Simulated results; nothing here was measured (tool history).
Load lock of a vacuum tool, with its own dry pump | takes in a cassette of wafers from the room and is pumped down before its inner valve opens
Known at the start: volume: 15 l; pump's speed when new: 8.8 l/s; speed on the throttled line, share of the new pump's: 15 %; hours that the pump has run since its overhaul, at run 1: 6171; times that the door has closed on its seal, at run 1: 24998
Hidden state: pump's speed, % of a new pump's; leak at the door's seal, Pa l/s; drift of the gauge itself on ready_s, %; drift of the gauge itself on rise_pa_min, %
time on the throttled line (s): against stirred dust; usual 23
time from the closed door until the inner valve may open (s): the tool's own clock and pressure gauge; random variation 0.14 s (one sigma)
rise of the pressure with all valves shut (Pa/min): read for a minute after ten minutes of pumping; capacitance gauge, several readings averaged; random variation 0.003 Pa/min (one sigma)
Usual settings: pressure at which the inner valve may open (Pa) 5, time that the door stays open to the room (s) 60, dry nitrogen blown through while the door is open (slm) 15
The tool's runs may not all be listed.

run	day	time on the throttled line (s)	pressure at which the inner valve may open (Pa)	time that the door stays open to the room (s)	dry nitrogen blown through while the door is open (slm)	hours that the pump has run since its overhaul	times that the door has closed on its seal	incoming humidity of the room's air, %	time from the closed door until the inner valve may open (s)	rise of the pressure with all valves shut (Pa/min)
1	0	23	5	60	15	6171	24998	42.1	37.5	0.073
2	6.4	23	5	60	15	6324	25538	46.6	36.9	0.075
3	10.558	23	5	60	15	6424	25890	42.5	37.2	0.074
4	19.45	23	5	60	15	6637	26641	43.2	37.7	0.077
5	27.179	23	5	60	15	6823	27293	45.4	37.3	0.083
6	36.696	23	5	60	9	7051	28097	44.9	37.5	0.087
7	43.379	23	5	60	9	7212	28661	49.1	37.6	0.087
8	49.079	23	5	60	9	7348	29143	43.3	37.4	0.088
9	56.092	23	5	46	15	7517	29735	46.5	37.7	0.086
10	62.688	23	5	54	15	7675	30292	44.7	37.6	0.084
11	69.804	14	4	39	44	7846	30893	46.4	30.5	0.084
12	74.917	14	5	60	8	7969	31325	47.8	29.8	0.101
13	82.15	30	5	60	8	8142	31935	47.9	43.6	0.103
14	90.662	14	5	27	22	8347	32654	47.9	30.3	0.086
15	95.4	14	5	60	4	8460	33054	46.1	30.3	0.112
16	102.367	14	5	60	4	8627	33643	46	30.3	0.115
17	107.679	14	5	60	4	8755	34091	42.5	30	0.114
18	114.742	16	9	219	7	8924	34688	44	30.7	0.137
19	122.421	25	5	58	5	9109	35336	48.9	39.5	0.116
20	129.342	25	5	58	5	9275	35921	44.9	39.3	0.121

5 ways to go on from here, each from the tool as it stands after run 20. What would each give?
A	135.421	23	5	60	15	9421	36434	43.6	?	?
B	135.421	23	9	60	15	9421	36434	49	?	?
C	135.421	21	5	58	5	9421	36434	42.1	?	?
D	135.421	39	5	60	15	9421	36434	46.8	?	?
E	135.421	25	5	90	5	9421	36434	43.8	?	?

run	time from the closed door until the inner valve may open (s)	rise of the pressure with all valves shut (Pa/min)
A	37.9	0.111
B	36.7	0.11
C	35.9	0.119
D	51.5	0.113
E	39.8	0.133
Without the tool's hidden state the same runs would have given:
run	time from the closed door until the inner valve may open (s)	rise of the pressure with all valves shut (Pa/min)
A	36.8	0.024
B	35.6	0.025
C	34.8	0.031
D	50.6	0.026
E	38.7	0.044
